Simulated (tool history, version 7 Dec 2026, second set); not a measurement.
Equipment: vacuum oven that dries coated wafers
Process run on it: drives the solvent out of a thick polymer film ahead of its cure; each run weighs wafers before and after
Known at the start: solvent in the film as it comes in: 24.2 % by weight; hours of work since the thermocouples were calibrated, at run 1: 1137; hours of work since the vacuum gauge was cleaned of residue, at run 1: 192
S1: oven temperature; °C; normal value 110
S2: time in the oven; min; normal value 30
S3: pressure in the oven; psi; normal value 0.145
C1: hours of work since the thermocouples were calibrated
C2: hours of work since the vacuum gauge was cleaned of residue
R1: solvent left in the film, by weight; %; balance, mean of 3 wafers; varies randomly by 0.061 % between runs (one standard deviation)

Run 1, hour 0.0: usual settings; C1 1137; C2 192. Result: R1 3.53 %.
Run 2, hour 13.2: usual settings; C1 1147; C2 203. Result: R1 3.49 %.
Run 3, hour 25.2: usual settings but S3 0.138 psi; C1 1157; C2 212. Result: R1 3.48 %.
Run 4, hour 44.7: usual settings but S3 0.138 psi; C1 1172; C2 227. Result: R1 3.44 %.
Run 5, hour 57.2: usual settings but S3 0.138 psi; C1 1182; C2 237. Result: R1 3.53 %.
Run 6, hour 76.7: usual settings; C1 1197; C2 253. Result: R1 3.38 %.
Run 7, hour 86.9: usual settings but S2 31 min; C1 1205; C2 261. Result: R1 3.44 %.
Run 8, hour 98.8: usual settings but S2 31 min; C1 1215; C2 270. Result: R1 3.32 %.
Run 9, hour 117.6: usual settings but S2 31 min; C1 1229; C2 285. Result: R1 3.35 %.
Run 10, hour 128.2: usual settings but S2 31 min, S3 0.123 psi; C1 1238; C2 293. Result: R1 3.32 %.
Run 11, hour 139.6: usual settings but S1 104 °C, S2 31 min, S3 0.123 psi; C1 1247; C2 302. Result: R1 5.01 %.
Run 12, hour 148.7: usual settings but S1 104 °C, S2 31 min, S3 0.123 psi; C1 1254; C2 309. Result: R1 5.02 %.
Run 13, hour 162.3: usual settings; C1 1265; C2 320. Result: R1 3.50 %.
Run 14, hour 172.6: usual settings; C1 1273; C2 328. Result: R1 3.49 %.
Run 15, hour 189.9: usual settings but S3 0.579 psi; C1 1286; C2 342. Result: R1 4.80 %.
Run 16, hour 205.7: usual settings but S3 0.579 psi; C1 1299; C2 354. Result: R1 4.95 %.
Run 17, hour 222.3: usual settings but S3 0.579 psi; C1 1312; C2 367. Result: R1 4.97 %.
Run 18, hour 231.9: usual settings but S3 0.395 psi; C1 1319; C2 375. Result: R1 4.28 %.
At hour 238.9: oven's thermocouples calibrated.
Run 19, hour 250.1: usual settings but S3 0.395 psi; C1 9; C2 388. Result: R1 4.85 %.
Run 20, hour 262.5: usual settings but S1 106 °C; C1 19; C2 397. Result: R1 5.26 %.
Run 21, hour 271.5: usual settings but S3 0.310 psi; C1 26; C2 404. Result: R1 4.78 %.
Run 22, hour 286.2: usual settings but S3 0.310 psi; C1 37; C2 416. Result: R1 4.73 %.
Run 23, hour 300.1: usual settings; C1 48; C2 427. Result: R1 4.11 %.
Run 24, hour 318.7: usual settings but S2 22 min, S3 0.102 psi; C1 63; C2 442. Result: R1 5.95 %.
Run 25, hour 337.6: usual settings but S1 105 °C, S2 44 min, S3 0.149 psi; C1 78; C2 457. Result: R1 3.46 %.
Run 26, hour 357.2: usual settings but S1 105 °C, S2 44 min, S3 0.149 psi; C1 93; C2 472. Result: R1 3.46 %.
Run 27, hour 367.7: usual settings but S1 117 °C, S2 44 min, S3 0.149 psi; C1 101; C2 480. Result: R1 0.99 %.
Run 28, hour 381.0: usual settings but S1 96 °C, S2 25 min, S3 0.228 psi; C1 112; C2 491. Result: R1 10.72 %.
Run 29, hour 398.3: usual settings but S1 105 °C, S2 25 min, S3 0.154 psi; C1 126; C2 504. Result: R1 6.96 %.
Run 30, hour 408.7: usual settings but S1 105 °C, S2 45 min, S3 0.154 psi; C1 134; C2 513. Result: R1 3.33 %.
Run 31, hour 421.4: usual settings but S1 103 °C; C1 144; C2 523. Result: R1 6.32 %.
Run 32, hour 432.0: usual settings but S1 112 °C, S2 18 min, S3 0.447 psi; C1 152; C2 531. Result: R1 7.61 %.
Run 33, hour 440.1: usual settings but S1 112 °C, S2 18 min, S3 0.447 psi; C1 158; C2 537. Result: R1 7.57 %.
Run 34, hour 456.1: usual settings but S1 112 °C, S2 18 min, S3 0.447 psi; C1 171; C2 550. Result: R1 7.66 %.
Run 35, hour 475.0: usual settings but S1 102 °C, S2 29 min, S3 0.083 psi; C1 186; C2 565. Result: R1 6.70 %.
Run 36, hour 483.3: usual settings but S2 22 min, S3 0.309 psi; C1 193; C2 571. Result: R1 6.48 %.
Run 37, hour 493.2: usual settings but S1 119 °C, S2 16 min, S3 0.268 psi; C1 200; C2 579. Result: R1 5.51 %.
Run 38, hour 510.4: usual settings but S1 96 °C, S2 16 min, S3 0.128 psi; C1 214; C2 593. Result: R1 12.78 %.
Run 39, hour 518.5: usual settings but S1 99 °C, S3 0.470 psi; C1 220; C2 599. Result: R1 9.01 %.
Run 40, hour 530.5: usual settings but S1 99 °C, S2 24 min, S3 0.077 psi; C1 230; C2 609. Result: R1 9.09 %.
Run 41, hour 545.9: usual settings but S1 99 °C, S2 24 min, S3 0.077 psi; C1 242; C2 621. Result: R1 9.02 %.
Run 42, hour 561.5: usual settings but S1 99 °C, S2 24 min, S3 0.077 psi; C1 254; C2 633. Result: R1 9.22 %.
Run 43, hour 573.6: usual settings but S1 99 °C, S2 24 min, S3 0.339 psi; C1 264; C2 642. Result: R1 10.20 %.
Run 44, hour 582.4: usual settings but S1 96 °C, S2 33 min, S3 0.303 psi; C1 271; C2 649. Result: R1 9.04 %.
Run 45, hour 597.0: usual settings but S1 96 °C, S2 33 min, S3 0.303 psi; C1 282; C2 661. Result: R1 9.25 %.
Run 46, hour 614.2: usual settings but S2 48 min, S3 0.177 psi; C1 296; C2 675. Result: R1 2.01 %.

Run by run, hidden condition taken away, random variation retained:
Unlogged tool condition in this case: true wafer temperature over the reading, C; true pressure over the reading, kPa; drift of the gauge itself on solvent_pct, %.
run     R1
  1   4.18
  2   4.14
  3   4.13
  4   4.09
  5   4.19
  6   4.04
  7   4.10
  8   3.98
  9   4.01
 10   3.97
 11   5.81
 12   5.83
 13   4.19
 14   4.18
 15   5.56
 16   5.74
 17   5.74
 18   5.03
 19   4.89
 20   5.31
 21   4.82
 22   4.78
 23   4.16
 24   6.02
 25   3.50
 26   3.50
 27   0.99
 28  10.81
 29   7.06
 30   3.38
 31   6.42
 32   7.74
 33   7.70
 34   7.79
 35   6.82
 36   6.61
 37   5.64
 38  12.90
 39   9.16
 40   9.24
 41   9.17
 42   9.38
 43  10.37
 44   9.21
 45   9.43
 46   2.06
